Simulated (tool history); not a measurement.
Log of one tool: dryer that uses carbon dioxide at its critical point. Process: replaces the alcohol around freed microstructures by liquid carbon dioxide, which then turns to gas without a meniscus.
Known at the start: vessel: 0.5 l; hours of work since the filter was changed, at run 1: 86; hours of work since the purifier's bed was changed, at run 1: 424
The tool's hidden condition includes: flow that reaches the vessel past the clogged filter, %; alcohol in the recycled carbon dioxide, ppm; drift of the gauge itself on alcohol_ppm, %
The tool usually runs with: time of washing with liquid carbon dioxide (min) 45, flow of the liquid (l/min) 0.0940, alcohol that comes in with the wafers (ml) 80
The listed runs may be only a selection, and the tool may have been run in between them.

run     day  time of washing with liquid carbon dioxide (min)  flow of the liquid (l/min)  alcohol that comes in with the wafers (ml)  hours of work since the filter was changed  hours of work since the purifier's bed was changed  alcohol left in the vessel before it's heated (ppm by volume)
  1   0.000                                                45                      0.0940                                          80                                          86                                                 424                                                            248
  2   2.933                                                45                      0.0940                                          80                                         116                                                 453                                                            246
  3   4.917                                                45                      0.0940                                          80                                         136                                                 474                                                            265
  4   6.608                                                45                      0.0940                                          80                                         154                                                 491                                                            276
  5   8.788                                                45                      0.0940                                          28                                         176                                                 513                                                            211
  6  10.008                                                45                      0.0940                                          73                                         188                                                 526                                                            277
  7  12.267                                                45                      0.0940                                          73                                         211                                                 549                                                            282
  8  15.146                                                45                      0.0940                                          73                                         241                                                 578                                                            293
  9  17.929                                                45                      0.0940                                          80                                         269                                                 607                                                            326
 10  20.317                                                68                      0.0940                                          80                                         294                                                 631                                                            187
 11  22.842                                                51                      0.0940                                          52                                         319                                                 657                                                            220
 12  25.608                                                51                      0.0940                                          52                                         348                                                 685                                                            244
 13  26.858                                                57                      0.0691                                          43                                         360                                                 698                                                            384
 14  28.967                                                45                      0.0676                                          29                                         382                                                 719                                                            699
 15  31.858                                                37                      0.0895                                          94                                         411                                                 749                                                           1147
 16  33.433                                                37                      0.0895                                          94                                         427                                                 765                                                           1164
     35.171  -- purifier's bed changed
 17  35.946                                                37                      0.0895                                          94                                         452                                                   8                                                            983

Here are 4 independent what-if runs from the current tool condition. What would each one return?
  A  38.083                                                45                      0.1149                                          80                                         474                                                  30                                                              ?
  B  38.083                                                37                      0.0625                                          34                                         474                                                  30                                                              ?
  C  38.083                                                37                      0.1001                                          94                                         474                                                  30                                                              ?
  D  38.083                                                37                      0.0982                                          94                                         474                                                  30                                                              ?

run  alcohol left in the vessel before it's heated (ppm by volume)
  A                                                             45
  B                                                           1948
  C                                                            514
  D                                                            584
Take away the tool's hidden state, keep each run's random variation, and the runs would have read:
run  alcohol left in the vessel before it's heated (ppm by volume)
  A                                                             17
  B                                                           1443
  C                                                            311
  D                                                            355

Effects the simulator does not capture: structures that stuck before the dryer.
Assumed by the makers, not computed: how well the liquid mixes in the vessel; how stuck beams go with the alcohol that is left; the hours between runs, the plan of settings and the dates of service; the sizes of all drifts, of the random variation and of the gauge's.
